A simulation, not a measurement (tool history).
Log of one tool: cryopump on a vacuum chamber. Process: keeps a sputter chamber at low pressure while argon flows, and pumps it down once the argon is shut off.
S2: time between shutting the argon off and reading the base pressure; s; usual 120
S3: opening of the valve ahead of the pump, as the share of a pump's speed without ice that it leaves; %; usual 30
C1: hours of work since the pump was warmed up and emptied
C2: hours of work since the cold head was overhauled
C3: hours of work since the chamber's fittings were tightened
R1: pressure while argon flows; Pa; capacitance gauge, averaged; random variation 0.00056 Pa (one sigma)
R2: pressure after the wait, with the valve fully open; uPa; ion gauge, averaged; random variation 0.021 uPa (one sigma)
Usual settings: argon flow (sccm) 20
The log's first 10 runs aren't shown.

Run 11, hour 358.7: usual settings but S2 57 s; C1 326; C2 1516; C3 272. Result: R1 0.064 Pa, R2 0.95 uPa.
Run 12, hour 394.1: usual settings but argon flow (sccm) 9; C1 353; C2 1543; C3 299. Result: R1 0.0288 Pa, R2 0.58 uPa.
Run 13, hour 445.3: usual settings but argon flow (sccm) 9; C1 392; C2 1582; C3 338. Result: R1 0.0296 Pa, R2 0.6 uPa.
Run 14, hour 492.4: usual settings but argon flow (sccm) 9, S3 20 %; C1 427; C2 1618; C3 374. Result: R1 0.0434 Pa, R2 0.65 uPa.
Run 15, hour 535.5: usual settings but argon flow (sccm) 9, S3 20 %; C1 460; C2 1650; C3 407. Result: R1 0.0433 Pa, R2 0.64 uPa.
Run 16, hour 558.8: usual settings but S3 56 %; C1 478; C2 1668; C3 424. Result: R1 0.0385 Pa, R2 0.64 uPa.
Run 17, hour 602.5: usual settings but S3 56 %; C1 511; C2 1701; C3 457. Result: R1 0.0401 Pa, R2 0.68 uPa.
Run 18, hour 651: usual settings but S2 31 s, S3 40 %; C1 548; C2 1738; C3 494. Result: R1 0.0541 Pa, R2 1.6 uPa.
At hour 684.7: pump warmed up, emptied and cooled again.
Run 19, hour 694.3: usual settings but S2 31 s, S3 40 %; C1 7; C2 1767; C3 523. Result: R1 0.0464 Pa, R2 1.67 uPa.
Run 20, hour 726.7: usual settings but S2 164 s, S3 26 %; C1 32; C2 1792; C3 548. Result: R1 0.0699 Pa, R2 0.55 uPa.
Run 21, hour 750: usual settings but S2 164 s, S3 26 %; C1 50; C2 1809; C3 566. Result: R1 0.07 Pa, R2 0.48 uPa.
Run 22, hour 780.3: usual settings but S2 177 s, S3 16 %; C1 73; C2 1832; C3 588. Result: R1 0.114 Pa, R2 0.52 uPa.
Run 23, hour 832: usual settings but S2 177 s, S3 16 %; C1 112; C2 1871; C3 628. Result: R1 0.1151 Pa, R2 0.46 uPa.
Run 24, hour 856.6: usual settings but argon flow (sccm) 16, S2 193 s, S3 16 %; C1 130; C2 1890; C3 646. Result: R1 0.0923 Pa, R2 0.53 uPa.
Run 25, hour 892.1: usual settings but argon flow (sccm) 16, S2 193 s, S3 16 %; C1 157; C2 1917; C3 673. Result: R1 0.092 Pa, R2 0.49 uPa.
Run 26, hour 937.8: usual settings but argon flow (sccm) 10, S2 70 s, S3 36 %; C1 192; C2 1952; C3 708. Result: R1 0.027 Pa, R2 0.89 uPa.
Run 27, hour 979.1: usual settings but argon flow (sccm) 10, S2 70 s, S3 36 %; C1 223; C2 1983; C3 739. Result: R1 0.0267 Pa, R2 0.92 uPa.
Run 28, hour 1024: usual settings but argon flow (sccm) 9, S2 214 s, S3 42 %; C1 258; C2 2017; C3 773. Result: R1 0.0204 Pa, R2 0.51 uPa.
Run 29, hour 1065.1: usual settings but argon flow (sccm) 38, S2 214 s, S3 42 %; C1 289; C2 2048; C3 805. Result: R1 0.0897 Pa, R2 0.53 uPa.
Run 30, hour 1115.9: usual settings but argon flow (sccm) 37, S2 150 s; C1 327; C2 2087; C3 843. Result: R1 0.1196 Pa, R2 0.61 uPa.
Run 31, hour 1157.6: usual settings but argon flow (sccm) 37, S2 150 s, S3 17 %; C1 359; C2 2119; C3 875. Result: R1 0.2066 Pa, R2 0.65 uPa.
Run 32, hour 1181.1: usual settings but argon flow (sccm) 39, S2 82 s, S3 58 %; C1 377; C2 2136; C3 893. Result: R1 0.0708 Pa, R2 0.9 uPa.
Run 33, hour 1218: usual settings but argon flow (sccm) 15, S2 82 s, S3 20 %; C1 405; C2 2164; C3 921. Result: R1 0.0724 Pa, R2 0.9 uPa.
Run 34, hour 1243.4: usual settings but argon flow (sccm) 9, S2 63 s, S3 28 %; C1 424; C2 2184; C3 940. Result: R1 0.0313 Pa, R2 1.08 uPa.

Forecast each of these 4 alternatives for the next run:
Run A, hour 1293.3: usual settings but argon flow (sccm) 14, S2 43 s, S3 28 %; C1 462; C2 2222; C3 978. Result: R1 ?, R2 ?.
Run B, hour 1293.3: usual settings but argon flow (sccm) 23, S2 42 s, S3 27 %; C1 462; C2 2222; C3 978. Result: R1 ?, R2 ?.
Run C, hour 1293.3: usual settings but argon flow (sccm) 32, S2 25 s, S3 57 %; C1 462; C2 2222; C3 978. Result: R1 ?, R2 ?.
Run D, hour 1293.3: usual settings but argon flow (sccm) 11, S2 36 s, S3 21 %; C1 462; C2 2222; C3 978. Result: R1 ?, R2 ?.

run      R1    R2
  A  0.0497  1.43
  B  0.0848  1.37
  C  0.0613  2.16
  D  0.0514  1.61
Without the tool's hidden state the same runs would have given:
run      R1    R2
  A  0.0452   1.2
  B  0.0773  1.16
  C  0.0509  1.93
  D  0.0478  1.38
